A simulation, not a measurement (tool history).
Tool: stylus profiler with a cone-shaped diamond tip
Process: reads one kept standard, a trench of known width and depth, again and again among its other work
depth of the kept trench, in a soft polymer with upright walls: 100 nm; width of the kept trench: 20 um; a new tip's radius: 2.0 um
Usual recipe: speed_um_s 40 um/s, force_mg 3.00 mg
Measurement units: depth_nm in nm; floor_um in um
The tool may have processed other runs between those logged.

run 1 hour=0.0 | speed_um_s=40 force_mg=3.00 | depth_nm=101.12 floor_um=18.49
run 2 hour=19.0 | speed_um_s=66 force_mg=3.00 | depth_nm=101.12 floor_um=18.37
run 3 hour=30.8 | speed_um_s=66 force_mg=3.00 | depth_nm=101.18 floor_um=18.31
run 4 hour=48.3 | speed_um_s=66 force_mg=3.00 | depth_nm=101.23 floor_um=18.39
run 5 hour=65.8 | speed_um_s=66 force_mg=1.65 | depth_nm=100.87 floor_um=18.26
run 6 hour=91.2 | speed_um_s=40 force_mg=3.00 | depth_nm=101.10 floor_um=18.49
run 7 hour=114.2 | speed_um_s=13 force_mg=3.00 | depth_nm=101.21 floor_um=18.64
run 8 hour=126.5 | speed_um_s=13 force_mg=3.00 | depth_nm=101.02 floor_um=18.64
run 9 hour=147.0 | speed_um_s=25 force_mg=3.00 | depth_nm=101.16 floor_um=18.57
run 10 hour=160.8 | speed_um_s=40 force_mg=3.00 | depth_nm=101.14 floor_um=18.49
run 11 hour=177.1 | speed_um_s=40 force_mg=3.00 | depth_nm=101.26 floor_um=18.49
run 12 hour=195.9 | speed_um_s=40 force_mg=3.00 | depth_nm=101.16 floor_um=18.47
run 13 hour=215.2 | speed_um_s=40 force_mg=3.00 | depth_nm=101.18 floor_um=18.46
-- hour=218.0 height scale calibrated on a step standard
run 14 hour=231.3 | speed_um_s=40 force_mg=4.25 | depth_nm=101.43 floor_um=18.51
run 15 hour=255.7 | speed_um_s=40 force_mg=4.25 | depth_nm=101.41 floor_um=18.52
run 16 hour=276.9 | speed_um_s=40 force_mg=3.00 | depth_nm=101.05 floor_um=18.51
run 17 hour=301.8 | speed_um_s=40 force_mg=3.00 | depth_nm=101.15 floor_um=18.51
run 18 hour=325.0 | speed_um_s=40 force_mg=3.00 | depth_nm=101.06 floor_um=18.50
-- hour=331.8 height scale calibrated on a step standard, once more
run 19 hour=336.5 | speed_um_s=40 force_mg=3.00 | depth_nm=101.34 floor_um=18.41
run 20 hour=349.0 | speed_um_s=40 force_mg=3.00 | depth_nm=101.25 floor_um=18.47
run 21 hour=371.1 | speed_um_s=40 force_mg=3.00 | depth_nm=101.29 floor_um=18.51
run 22 hour=384.8 | speed_um_s=13 force_mg=3.00 | depth_nm=101.34 floor_um=18.61
run 23 hour=400.8 | speed_um_s=40 force_mg=3.00 | depth_nm=101.31 floor_um=18.49
run 24 hour=422.6 | speed_um_s=40 force_mg=3.00 | depth_nm=101.25 floor_um=18.50
run 25 hour=438.9 | speed_um_s=19 force_mg=2.52 | depth_nm=101.13 floor_um=18.64
run 26 hour=461.2 | speed_um_s=130 force_mg=2.52 | depth_nm=101.13 floor_um=17.87
run 27 hour=473.8 | speed_um_s=142 force_mg=1.85 | depth_nm=100.96 floor_um=17.67
run 28 hour=499.8 | speed_um_s=25 force_mg=6.81 | depth_nm=102.15 floor_um=18.60
run 29 hour=517.6 | speed_um_s=25 force_mg=6.81 | depth_nm=102.18 floor_um=18.59
run 30 hour=536.9 | speed_um_s=25 force_mg=6.81 | depth_nm=102.13 floor_um=18.57
run 31 hour=563.3 | speed_um_s=25 force_mg=6.81 | depth_nm=102.15 floor_um=18.58
run 32 hour=583.8 | speed_um_s=25 force_mg=6.81 | depth_nm=102.23 floor_um=18.58
run 33 hour=606.7 | speed_um_s=25 force_mg=6.81 | depth_nm=102.24 floor_um=18.60
run 34 hour=629.8 | speed_um_s=20 force_mg=1.34 | depth_nm=100.75 floor_um=18.51
run 35 hour=648.0 | speed_um_s=68 force_mg=1.34 | depth_nm=100.71 floor_um=18.11
run 36 hour=659.3 | speed_um_s=68 force_mg=1.34 | depth_nm=100.72 floor_um=18.12
run 37 hour=683.7 | speed_um_s=29 force_mg=3.00 | depth_nm=101.23 floor_um=18.52
run 38 hour=704.5 | speed_um_s=59 force_mg=5.82 | depth_nm=101.85 floor_um=18.46
run 39 hour=723.2 | speed_um_s=59 force_mg=5.82 | depth_nm=101.90 floor_um=18.44
run 40 hour=737.4 | speed_um_s=115 force_mg=6.77 | depth_nm=102.11 floor_um=18.27
run 41 hour=763.7 | speed_um_s=11 force_mg=3.25 | depth_nm=101.25 floor_um=18.63
run 42 hour=784.6 | speed_um_s=11 force_mg=3.25 | depth_nm=101.18 floor_um=18.62
run 43 hour=800.5 | speed_um_s=86 force_mg=1.02 | depth_nm=100.48 floor_um=17.85
run 44 hour=826.4 | speed_um_s=18 force_mg=2.39 | depth_nm=101.08 floor_um=18.57
run 45 hour=852.1 | speed_um_s=124 force_mg=1.72 | depth_nm=100.74 floor_um=17.71

Consider 3 possible next runs. They are alternatives, not a sequence: every one starts from the tool as it was left by run 45. What does each give?
run A hour=868.9 | speed_um_s=93 force_mg=2.96 | depth_nm=? floor_um=?
run B hour=868.9 | speed_um_s=48 force_mg=2.83 | depth_nm=? floor_um=?
run C hour=868.9 | speed_um_s=124 force_mg=3.44 | depth_nm=? floor_um=?

run=A depth_nm=101.14 floor_um=18.13
run=B depth_nm=100.98 floor_um=18.39
run=C depth_nm=101.24 floor_um=18.06
Stripped of hidden state, with their random variation kept, the same runs would have yielded:
run=A depth_nm=101.29 floor_um=18.21
run=B depth_nm=101.13 floor_um=18.47
run=C depth_nm=101.39 floor_um=18.14

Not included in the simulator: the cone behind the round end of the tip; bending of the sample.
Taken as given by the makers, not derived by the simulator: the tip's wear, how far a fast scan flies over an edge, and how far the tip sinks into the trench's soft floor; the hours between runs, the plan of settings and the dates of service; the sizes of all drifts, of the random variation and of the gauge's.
